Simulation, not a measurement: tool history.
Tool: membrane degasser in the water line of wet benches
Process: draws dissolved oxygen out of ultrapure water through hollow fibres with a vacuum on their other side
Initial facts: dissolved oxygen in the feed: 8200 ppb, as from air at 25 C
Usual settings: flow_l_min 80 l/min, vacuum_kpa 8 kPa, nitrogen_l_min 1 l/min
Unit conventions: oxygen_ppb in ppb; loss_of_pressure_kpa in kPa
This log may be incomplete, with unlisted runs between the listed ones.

Run 1, day 0: usual settings. Result: oxygen_ppb 611.7 ppb, loss_of_pressure_kpa 42.87 kPa.
Run 2, day 3.725: usual settings. Result: oxygen_ppb 615.5 ppb, loss_of_pressure_kpa 42.77 kPa.
Run 3, day 9.538: usual settings but vacuum_kpa 17.81 kPa. Result: oxygen_ppb 1663.3 ppb, loss_of_pressure_kpa 43.09 kPa.
Run 4, day 15.579: usual settings but vacuum_kpa 17.81 kPa. Result: oxygen_ppb 1646.6 ppb, loss_of_pressure_kpa 43.05 kPa.
Run 5, day 21.283: usual settings. Result: oxygen_ppb 602.1 ppb, loss_of_pressure_kpa 43.01 kPa.
Run 6, day 26.483: usual settings. Result: oxygen_ppb 617.6 ppb, loss_of_pressure_kpa 43.07 kPa.
Run 7, day 30.733: usual settings. Result: oxygen_ppb 612.8 ppb, loss_of_pressure_kpa 43.25 kPa.
Run 8, day 34.425: usual settings. Result: oxygen_ppb 630 ppb, loss_of_pressure_kpa 42.67 kPa.
Run 9, day 38.017: usual settings. Result: oxygen_ppb 608.7 ppb, loss_of_pressure_kpa 42.85 kPa.
Run 10, day 43.925: usual settings but nitrogen_l_min 1.21 l/min. Result: oxygen_ppb 532.3 ppb, loss_of_pressure_kpa 42.72 kPa.
Run 11, day 47.588: usual settings but nitrogen_l_min 1.71 l/min. Result: oxygen_ppb 423.3 ppb, loss_of_pressure_kpa 43.08 kPa.
Run 12, day 51.975: usual settings. Result: oxygen_ppb 624.5 ppb, loss_of_pressure_kpa 42.8 kPa.
Run 13, day 57.254: usual settings but vacuum_kpa 16.44 kPa. Result: oxygen_ppb 1558.8 ppb, loss_of_pressure_kpa 42.65 kPa.
Run 14, day 60.708: usual settings but vacuum_kpa 16.44 kPa. Result: oxygen_ppb 1557.8 ppb, loss_of_pressure_kpa 43.18 kPa.
Run 15, day 64.4: usual settings but vacuum_kpa 16.44 kPa. Result: oxygen_ppb 1524.3 ppb, loss_of_pressure_kpa 42.71 kPa.
Run 16, day 70.096: usual settings but flow_l_min 91 l/min. Result: oxygen_ppb 660.2 ppb, loss_of_pressure_kpa 48.95 kPa.
Run 17, day 74.1: usual settings but flow_l_min 114 l/min, vacuum_kpa 9.81 kPa. Result: oxygen_ppb 1021.7 ppb, loss_of_pressure_kpa 61.56 kPa.
Run 18, day 77.05: usual settings but flow_l_min 114 l/min, vacuum_kpa 9.81 kPa. Result: oxygen_ppb 1018.9 ppb, loss_of_pressure_kpa 61.31 kPa.
Run 19, day 82.096: usual settings but flow_l_min 59 l/min, nitrogen_l_min 0.54 l/min. Result: oxygen_ppb 736.2 ppb, loss_of_pressure_kpa 31.62 kPa.
Run 20, day 87.967: usual settings but flow_l_min 106 l/min, nitrogen_l_min 0.74 l/min. Result: oxygen_ppb 880.1 ppb, loss_of_pressure_kpa 56.77 kPa.
Run 21, day 91.262: usual settings but flow_l_min 106 l/min, nitrogen_l_min 0.74 l/min. Result: oxygen_ppb 875.9 ppb, loss_of_pressure_kpa 56.55 kPa.
Run 22, day 97.325: usual settings but flow_l_min 106 l/min, nitrogen_l_min 0.74 l/min. Result: oxygen_ppb 855 ppb, loss_of_pressure_kpa 56.91 kPa.
Run 23, day 102.7: usual settings but flow_l_min 106 l/min, nitrogen_l_min 0.74 l/min. Result: oxygen_ppb 852 ppb, loss_of_pressure_kpa 57.14 kPa.
Run 24, day 108.596: usual settings but vacuum_kpa 17.25 kPa. Result: oxygen_ppb 1596.6 ppb, loss_of_pressure_kpa 43.03 kPa.
Run 25, day 114.567: usual settings but vacuum_kpa 8.73 kPa. Result: oxygen_ppb 708 ppb, loss_of_pressure_kpa 42.98 kPa.
Run 26, day 118.538: usual settings but flow_l_min 114 l/min, nitrogen_l_min 0.77 l/min. Result: oxygen_ppb 875 ppb, loss_of_pressure_kpa 61.2 kPa.
Run 27, day 123.504: usual settings but flow_l_min 114 l/min, nitrogen_l_min 0.77 l/min. Result: oxygen_ppb 898.7 ppb, loss_of_pressure_kpa 61.38 kPa.
Run 28, day 127.042: usual settings but flow_l_min 114 l/min, nitrogen_l_min 0.77 l/min. Result: oxygen_ppb 882.9 ppb, loss_of_pressure_kpa 61.48 kPa.
Run 29, day 131.508: usual settings but flow_l_min 114 l/min, nitrogen_l_min 0.77 l/min. Result: oxygen_ppb 876.3 ppb, loss_of_pressure_kpa 61.08 kPa.
Run 30, day 137.112: usual settings but flow_l_min 56 l/min, vacuum_kpa 12.55 kPa, nitrogen_l_min 0.77 l/min. Result: oxygen_ppb 1061.4 ppb, loss_of_pressure_kpa 29.9 kPa.
Run 31, day 142.029: usual settings but flow_l_min 96 l/min, vacuum_kpa 12.55 kPa, nitrogen_l_min 0.77 l/min. Result: oxygen_ppb 1470.5 ppb, loss_of_pressure_kpa 51.48 kPa.

Alternative continuations, all from the tool just after run 31; predict every row:
Run A, day 144.788: usual settings but flow_l_min 103 l/min, vacuum_kpa 5.18 kPa. Result: oxygen_ppb ?, loss_of_pressure_kpa ?.
Run B, day 144.788: usual settings but vacuum_kpa 5.39 kPa. Result: oxygen_ppb ?, loss_of_pressure_kpa ?.
Run C, day 144.788: usual settings but flow_l_min 55 l/min, vacuum_kpa 18.68 kPa. Result: oxygen_ppb ?, loss_of_pressure_kpa ?.
Run D, day 144.788: usual settings but flow_l_min 96 l/min, vacuum_kpa 5.53 kPa, nitrogen_l_min 0.77 l/min. Result: oxygen_ppb ?, loss_of_pressure_kpa ?.

run  oxygen_ppb  loss_of_pressure_kpa
  A       315.9                 55.35
  B       293.2                 42.89
  C      1398.5                 29.38
  D       405.2                 51.52
What these runs would have given with no unlogged condition in the tool:
run  oxygen_ppb  loss_of_pressure_kpa
  A       315.4                 55.32
  B       292.8                 42.87
  C      1398.3                 29.37
  D       404.7                  51.5
